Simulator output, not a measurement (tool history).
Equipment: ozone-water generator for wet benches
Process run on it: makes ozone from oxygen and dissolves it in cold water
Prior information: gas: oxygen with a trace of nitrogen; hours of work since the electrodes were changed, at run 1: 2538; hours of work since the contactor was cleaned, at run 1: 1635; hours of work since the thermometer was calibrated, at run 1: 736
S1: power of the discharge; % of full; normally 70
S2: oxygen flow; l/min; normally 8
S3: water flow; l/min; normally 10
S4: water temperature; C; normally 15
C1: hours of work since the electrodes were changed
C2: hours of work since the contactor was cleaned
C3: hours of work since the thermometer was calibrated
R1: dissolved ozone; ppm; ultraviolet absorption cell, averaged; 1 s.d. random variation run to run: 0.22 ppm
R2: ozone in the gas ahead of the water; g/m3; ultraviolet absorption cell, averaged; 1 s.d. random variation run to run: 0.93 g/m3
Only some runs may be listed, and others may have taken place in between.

run	hour	S1	S2	S3	S4	C1	C2	C3	R1	R2
1	0	70	8	10	15	2538	1635	736	26.3	133
2	146.8	70	8	10	15	2665	1761	863	26.4	131.7
3	337.6	70	12.63	10	15	2829	1925	1027	24.7	109.5
4	491.4	70	12.63	10	15	2961	2058	1159	24.4	108.2
5	590.5	70	12.63	10	15	3046	2143	1244	24.3	108
# hour 771.6: contactor cleaned
6	774.7	70	8	10	15	3201	3	1399	25.7	125.3
7	867.7	70	8	10	15	3281	83	1480	25.6	125
8	994.6	70	8	10	15	3391	192	1589	25	125.9
9	1104.4	70	8	10	15	3485	286	1683	25	124.2
10	1251.7	70	8	10	15	3612	413	1810	25	123.2
11	1371	70	8	10	15	3714	516	1913	24.9	121.9
12	1481.3	59	8	10	15	3809	611	2008	23.1	112.4
13	1632.8	59	8	10	15	3940	741	2138	22.9	110.9
14	1834.5	59	8	10	15	4113	915	2311	22.2	110.2
15	2037.2	59	8	10	15	4288	1089	2486	22	109.2
16	2187.8	59	8	10	15	4417	1219	2616	21.7	108.3
17	2281.7	59	8	10	15	4498	1300	2696	21.5	107
18	2440.9	76	9.16	9	15	4635	1437	2833	25	112.2
19	2537	46	12.18	10	15	4718	1519	2916	18.4	81.9
20	2659.9	46	12.18	10	15	4824	1625	3022	18.2	81
21	2791.5	70	5.43	6	18	4937	1738	3135	27.8	128.7
22	2966.9	70	5.43	6	18	5088	1889	3286	27.6	128.6
23	3114.3	70	5.43	6	18	5215	2016	3413	27	126.9
24	3227.4	95	5.43	6	18	5312	2113	3510	30.6	141.4
25	3357.2	95	5.43	6	18	5424	2225	3622	30.2	139.9
# hour 3442.5: contactor cleaned
26	3483.9	70	8	10	16	5529	36	3727	21.1	106.6
27	3645.4	70	8	10	16	5668	175	3866	20.4	104.9
# hour 3766.9: water thermometer calibrated
28	3815.7	89	9.06	11	18	5814	321	42	20.2	109
29	3962.8	86	8.44	13	9	5941	447	169	21.5	107.5
30	4096.1	86	8.44	13	9	6056	562	283	21.2	105.9
# hour 4188.1: electrodes of the discharge changed
31	4301.3	45	6.68	13	19	97	733	455	19.5	131.9
32	4392.1	70	8	10	14	176	812	533	32.2	158.2
33	4500.9	70	8	10	14	269	905	627	31.9	154.8

Run by run, hidden condition taken away, random variation retained:
The tool's hidden condition here consists of: yield of the discharge, % of new electrodes'; contactor's efficiency, % of a clean one's; true water temperature over the reading, C; drift of the gauge itself on ozone_ppm, %; drift of the gauge itself on gas_g_m3, %.
run	R1	R2
1	32.1	157.8
2	32.5	157.6
3	30.8	132.5
4	30.8	132.2
5	30.8	132.7
6	32.1	155.6
7	32.2	156.3
8	31.8	158.6
9	32	157.5
10	32.3	157.8
11	32.4	157
12	29.8	142.9
13	29.8	142.5
14	29.3	143
15	29.4	143.4
16	29.3	143.7
17	29.3	142.5
18	35.8	156.6
19	24.6	106.8
20	24.7	106.5
21	40.2	181.8
22	40.4	183.5
23	39.9	183.4
24	48.2	216.9
25	48.1	216.7
26	31.8	157.7
27	31.2	157.4
28	32.3	172.9
29	34.7	171.9
30	34.6	171
31	19.9	132.8
32	33	160.3
33	33	157.7
